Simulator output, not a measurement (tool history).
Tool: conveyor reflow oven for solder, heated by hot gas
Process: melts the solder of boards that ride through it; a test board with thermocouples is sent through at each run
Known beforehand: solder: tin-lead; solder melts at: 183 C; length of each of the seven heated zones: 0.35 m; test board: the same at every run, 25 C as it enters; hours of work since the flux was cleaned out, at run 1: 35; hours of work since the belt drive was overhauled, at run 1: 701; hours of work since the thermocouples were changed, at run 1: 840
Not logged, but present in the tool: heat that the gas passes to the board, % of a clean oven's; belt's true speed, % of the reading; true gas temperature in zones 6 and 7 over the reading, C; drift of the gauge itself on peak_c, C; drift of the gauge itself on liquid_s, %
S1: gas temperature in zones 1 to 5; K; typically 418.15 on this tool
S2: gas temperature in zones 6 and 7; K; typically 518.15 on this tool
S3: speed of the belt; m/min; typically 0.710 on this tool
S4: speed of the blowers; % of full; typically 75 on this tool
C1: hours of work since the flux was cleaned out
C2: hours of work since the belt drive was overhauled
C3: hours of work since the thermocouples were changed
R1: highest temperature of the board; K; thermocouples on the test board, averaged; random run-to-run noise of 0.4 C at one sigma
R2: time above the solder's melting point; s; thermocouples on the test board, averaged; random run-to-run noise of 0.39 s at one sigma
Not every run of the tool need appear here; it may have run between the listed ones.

| run | hour | S1 | S2 | S3 | S4 | C1 | C2 | C3 | R1 | R2 |
|---|---|---|---|---|---|---|---|---|---|---|
| 1 | 0.0 | 418.15 | 518.15 | 0.710 | 75 | 35 | 701 | 840 | 506.45 | 54.3 |
| 2 | 29.5 | 418.15 | 518.15 | 0.694 | 75 | 53 | 719 | 857 | 506.65 | 56.5 |
| 3 | 60.7 | 418.15 | 521.15 | 0.710 | 75 | 71 | 737 | 875 | 508.85 | 55.8 |
| 4 | 100.2 | 418.15 | 521.15 | 0.710 | 75 | 95 | 760 | 899 | 509.15 | 56.0 |
| 5 | 154.6 | 418.15 | 518.15 | 0.710 | 75 | 127 | 792 | 931 | 506.15 | 54.9 |
| 6 | 199.3 | 418.15 | 518.15 | 0.710 | 75 | 153 | 819 | 957 | 505.65 | 55.0 |
| 7 | 228.2 | 418.15 | 518.15 | 0.710 | 75 | 170 | 836 | 974 | 505.95 | 54.7 |
| 8 | 254.9 | 418.15 | 518.15 | 0.710 | 53 | 186 | 852 | 990 | 498.85 | 52.7 |
| 9 | 296.4 | 418.15 | 518.15 | 0.710 | 53 | 211 | 876 | 1015 | 499.35 | 52.6 |
| 10 | 319.6 | 418.15 | 518.15 | 0.710 | 53 | 224 | 890 | 1028 | 499.95 | 51.5 |
| 11 | 373.5 | 418.15 | 518.15 | 0.710 | 53 | 256 | 922 | 1060 | 499.25 | 52.6 |
| 12 | 422.9 | 418.15 | 518.15 | 0.710 | 77 | 285 | 951 | 1089 | 506.85 | 55.9 |
| 13 | 457.2 | 418.15 | 518.15 | 0.710 | 77 | 305 | 971 | 1110 | 506.25 | 55.6 |
| 14 | 508.4 | 419.15 | 518.15 | 0.710 | 75 | 336 | 1002 | 1140 | 506.75 | 55.8 |
| 15 | 561.6 | 419.15 | 518.15 | 0.710 | 75 | 367 | 1033 | 1171 | 506.65 | 55.7 |
|  | 568.4 | belt drive overhauled, speed set with a stopwatch |
| 16 | 604.9 | 406.15 | 518.15 | 0.710 | 75 | 390 | 22 | 1194 | 504.75 | 52.8 |
| 17 | 659.6 | 406.15 | 518.15 | 0.710 | 75 | 423 | 54 | 1227 | 504.85 | 52.3 |
|  | 693.6 | flux residue cleaned out of gas plates and filters |
| 18 | 719.8 | 420.15 | 525.15 | 0.710 | 75 | 15 | 86 | 1259 | 514.45 | 59.4 |
|  | 726.3 | belt drive overhauled, speed set with a stopwatch, once more |
| 19 | 746.1 | 418.15 | 524.15 | 0.710 | 53 | 29 | 12 | 1273 | 503.85 | 52.8 |
| 20 | 786.7 | 418.15 | 524.15 | 0.710 | 75 | 53 | 36 | 1297 | 511.75 | 56.0 |
| 21 | 823.0 | 418.15 | 524.15 | 0.710 | 75 | 74 | 57 | 1318 | 511.25 | 55.1 |
| 22 | 869.1 | 430.15 | 529.15 | 0.710 | 73 | 101 | 84 | 1345 | 517.35 | 60.4 |
| 23 | 903.5 | 429.15 | 518.15 | 0.710 | 75 | 122 | 105 | 1366 | 508.35 | 58.0 |
| 24 | 926.4 | 429.15 | 512.15 | 0.736 | 75 | 135 | 118 | 1379 | 502.05 | 53.5 |
| 25 | 959.2 | 429.15 | 512.15 | 0.736 | 75 | 154 | 138 | 1398 | 500.95 | 53.8 |
| 26 | 998.7 | 429.15 | 512.15 | 0.736 | 75 | 178 | 161 | 1422 | 501.35 | 53.9 |
| 27 | 1030.7 | 430.15 | 518.15 | 0.633 | 75 | 197 | 180 | 1441 | 510.35 | 65.6 |
| 28 | 1086.2 | 430.15 | 518.15 | 0.633 | 75 | 230 | 213 | 1473 | 510.45 | 67.0 |
| 29 | 1114.1 | 430.15 | 518.15 | 0.633 | 75 | 246 | 229 | 1490 | 511.25 | 64.9 |
|  | 1121.2 | thermocouples of zones 6 and 7 changed |
| 30 | 1139.4 | 413.15 | 521.15 | 0.681 | 70 | 260 | 243 | 11 | 505.25 | 54.8 |
| 31 | 1188.0 | 418.15 | 533.15 | 0.710 | 88 | 288 | 271 | 39 | 519.45 | 58.4 |
| 32 | 1212.5 | 418.15 | 533.15 | 0.710 | 88 | 303 | 286 | 54 | 519.35 | 58.4 |

How the hidden state differs across the entries between the runs, from the last listed run before each to the first after it:
Run 15 -> run 16: belt drive overhauled, speed set with a stopwatch (hour 568.4)
  heat that the gas passes to the board, % of a clean oven's: 93.9 -> 93.6; belt's true speed, % of the reading: 97.02 -> 95.51; true gas temperature in zones 6 and 7 over the reading, C: 2.8 -> 2.86
  measured minus no-state result, R1: +1.80 -> +2.20 K; R2: +2.4 -> +3.3 s
Run 17 -> run 18: flux residue cleaned out of gas plates and filters (hour 693.6)
  heat that the gas passes to the board, % of a clean oven's: 93.1 -> 98.6; belt's true speed, % of the reading: 95.42 -> 95.33; true gas temperature in zones 6 and 7 over the reading, C: 2.92 -> 2.99
  measured minus no-state result, R1: +2.20 -> +3.80 K; R2: +3.3 -> +4.0 s
Run 18 -> run 19: belt drive overhauled, speed set with a stopwatch, once more (hour 726.3)
  heat that the gas passes to the board, % of a clean oven's: 98.6 -> 98.3; belt's true speed, % of the reading: 95.33 -> 99.98; true gas temperature in zones 6 and 7 over the reading, C: 2.99 -> 3.02
  measured minus no-state result, R1: +3.80 -> +2.20 K; R2: +4.0 -> +1.0 s
Run 29 -> run 30: thermocouples of zones 6 and 7 changed (hour 1121.2)
  heat that the gas passes to the board, % of a clean oven's: 94.9 -> 94.7; belt's true speed, % of the reading: 99.39 -> 99.35; true gas temperature in zones 6 and 7 over the reading, C: 3.49 -> 0.37
  measured minus no-state result, R1: +2.30 -> -0.90 K; R2: +1.2 -> -0.1 s
